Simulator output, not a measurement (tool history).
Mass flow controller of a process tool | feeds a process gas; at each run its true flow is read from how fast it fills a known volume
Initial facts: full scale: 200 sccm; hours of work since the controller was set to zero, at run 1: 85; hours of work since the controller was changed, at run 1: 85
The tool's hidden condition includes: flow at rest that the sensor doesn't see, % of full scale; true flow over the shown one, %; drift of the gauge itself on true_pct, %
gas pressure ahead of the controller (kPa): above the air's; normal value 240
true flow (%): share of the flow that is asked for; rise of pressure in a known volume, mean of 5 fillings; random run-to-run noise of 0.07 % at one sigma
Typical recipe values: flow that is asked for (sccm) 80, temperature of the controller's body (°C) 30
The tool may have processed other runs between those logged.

| run | day | flow that is asked for (sccm) | gas pressure ahead of the controller (kPa) | temperature of the controller's body (°C) | hours of work since the controller was set to zero | hours of work since the controller was changed | true flow (%) |
|---|---|---|---|---|---|---|---|
| 1 | 0.000 | 80 | 240 | 30 | 85 | 85 | 99.25 |
| 2 | 2.283 | 80 | 240 | 30 | 122 | 122 | 99.31 |
| 3 | 4.558 | 80 | 160 | 30 | 159 | 159 | 99.61 |
| 4 | 8.100 | 80 | 240 | 30 | 217 | 217 | 99.32 |
| 5 | 12.021 | 80 | 240 | 30 | 280 | 280 | 99.21 |
| 6 | 14.875 | 80 | 142 | 30 | 327 | 327 | 99.82 |
| 7 | 18.779 | 80 | 240 | 30 | 390 | 390 | 99.42 |
| 8 | 24.112 | 32 | 240 | 30 | 477 | 477 | 99.36 |
| 9 | 28.429 | 32 | 240 | 30 | 547 | 547 | 99.51 |
| 10 | 31.858 | 32 | 240 | 30 | 602 | 602 | 99.66 |
| 11 | 35.733 | 32 | 240 | 30 | 665 | 665 | 99.74 |
| 12 | 39.783 | 32 | 195 | 30 | 731 | 731 | 100.10 |
| 13 | 43.046 | 32 | 195 | 30 | 784 | 784 | 100.19 |
| 14 | 46.233 | 29 | 195 | 30 | 836 | 836 | 100.32 |
| 15 | 49.121 | 80 | 262 | 34 | 882 | 882 | 100.05 |
| 16 | 54.221 | 32 | 146 | 26 | 965 | 965 | 100.08 |
| 17 | 56.975 | 154 | 210 | 23 | 1010 | 1010 | 99.46 |
| 18 | 59.279 | 147 | 182 | 27 | 1047 | 1047 | 99.95 |
| 19 | 64.367 | 82 | 215 | 20 | 1130 | 1130 | 98.68 |
| 20 | 67.446 | 153 | 195 | 30 | 1180 | 1180 | 100.20 |
| 21 | 70.596 | 30 | 204 | 25 | 1231 | 1231 | 100.29 |
| 22 | 75.621 | 177 | 171 | 30 | 1312 | 1312 | 100.48 |
| 23 | 79.288 | 72 | 240 | 30 | 1372 | 1372 | 99.88 |
| 24 | 82.229 | 72 | 240 | 30 | 1420 | 1420 | 99.85 |
| 25 | 86.896 | 183 | 240 | 35 | 1495 | 1495 | 100.68 |
| 26 | 91.546 | 183 | 240 | 35 | 1571 | 1571 | 100.74 |

Predict each of these 4 candidate next runs independently; none follows another, all start after run 26:
| A | 94.054 | 157 | 240 | 27 | 1612 | 1612 | ? |
| B | 94.054 | 130 | 240 | 35 | 1612 | 1612 | ? |
| C | 94.054 | 77 | 239 | 37 | 1612 | 1612 | ? |
| D | 94.054 | 84 | 251 | 35 | 1612 | 1612 | ? |

| run | true flow (%) |
|---|---|
| A | 99.79 |
| B | 100.62 |
| C | 100.71 |
| D | 100.32 |
The same runs, with their run-to-run variation unchanged, on a tool lacking any hidden condition would have given:
| run | true flow (%) |
|---|---|
| A | 99.61 |
| B | 100.32 |
| C | 99.98 |
| D | 99.68 |

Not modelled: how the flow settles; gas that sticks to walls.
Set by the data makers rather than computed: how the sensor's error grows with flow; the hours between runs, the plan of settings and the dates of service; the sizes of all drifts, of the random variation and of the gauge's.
